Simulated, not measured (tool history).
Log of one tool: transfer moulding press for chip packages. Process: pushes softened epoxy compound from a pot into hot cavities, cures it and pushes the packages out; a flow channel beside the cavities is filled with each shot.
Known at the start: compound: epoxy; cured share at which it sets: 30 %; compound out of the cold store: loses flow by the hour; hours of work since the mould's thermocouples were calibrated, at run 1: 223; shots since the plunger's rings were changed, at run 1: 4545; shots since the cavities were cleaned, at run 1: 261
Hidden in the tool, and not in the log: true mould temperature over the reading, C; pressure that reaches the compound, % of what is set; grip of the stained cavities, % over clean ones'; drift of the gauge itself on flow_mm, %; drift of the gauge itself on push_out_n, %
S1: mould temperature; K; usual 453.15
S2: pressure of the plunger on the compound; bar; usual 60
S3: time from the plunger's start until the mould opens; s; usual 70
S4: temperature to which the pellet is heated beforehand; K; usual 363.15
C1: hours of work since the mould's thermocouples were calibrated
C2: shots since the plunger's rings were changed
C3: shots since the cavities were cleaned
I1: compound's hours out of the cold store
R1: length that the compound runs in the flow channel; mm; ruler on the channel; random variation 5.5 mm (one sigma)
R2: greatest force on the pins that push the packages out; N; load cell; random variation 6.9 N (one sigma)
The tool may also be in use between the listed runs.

run,hour,S1,S2,S3,S4,C1,C2,C3,I1,R1,R2
1,0,453.15,60,70,363.15,223,4545,261,30.8,579,368
# hour 51.7: cavities cleaned with cleaning compound and waxed
# hour 64.2: plunger's sealing rings changed
2,79.2,453.15,60,70,363.15,278,279,465,47.1,572,380
# hour 117.5: cavities cleaned with cleaning compound and waxed
3,144.7,453.15,60,70,363.15,325,1472,506,33.2,590,418
# hour 185.9: cavities cleaned with cleaning compound and waxed
4,187.2,453.15,60,70,363.15,355,2236,23,21.8,624,337
# hour 251: cavities cleaned with cleaning compound and waxed
5,275.2,453.15,60,70,363.15,418,3848,451,10.7,639,446
# hour 317.4: cavities cleaned with cleaning compound and waxed
6,330.1,453.15,60,70,363.15,457,4844,239,38.3,543,340
# hour 375.6: plunger's sealing rings changed
# hour 387.5: cavities cleaned with cleaning compound and waxed
7,418.6,453.15,60,70,360.15,518,774,579,14.6,676,425
# hour 452.4: cavities cleaned with cleaning compound and waxed
8,487.3,453.15,47.2,70,363.15,568,2026,650,19.7,572,472
# hour 517.3: cavities cleaned with cleaning compound and waxed
# hour 538.7: mould's thermocouples calibrated
9,538.7,453.15,47.2,70,363.15,0,2919,362,17.1,564,387
# hour 589.4: cavities cleaned with cleaning compound and waxed
10,625.2,453.15,54.2,57,362.15,62,4503,667,9.2,603,784
# hour 654.8: cavities cleaned with cleaning compound and waxed
11,669.7,448.15,54.2,57,362.15,94,5305,279,26.2,542,782
# hour 692.6: plunger's sealing rings changed
# hour 720.4: cavities cleaned with cleaning compound and waxed
12,757.2,450.15,60,57,363.15,154,1175,686,15.5,665,872
# hour 786.5: cavities cleaned with cleaning compound and waxed
13,840.7,450.15,60,57,363.15,214,2703,1010,25.1,614,968

Forecast each of these 3 alternatives for the next run:
# hour 853.5: cavities cleaned with cleaning compound and waxed
A,878.7,446.15,60,96,364.15,241,3382,469,42.3,?,?
# hour 853.5: cavities cleaned with cleaning compound and waxed
B,878.7,449.15,60,57,363.15,241,3382,469,46.8,?,?
# hour 853.5: cavities cleaned with cleaning compound and waxed
C,878.7,450.15,70.4,57,363.15,241,3382,469,26,?,?

run,R1,R2
A,552,310
B,543,775
C,663,833
Without the tool's hidden state the same runs would have given:
run,R1,R2
A,592,224
B,582,560
C,710,606
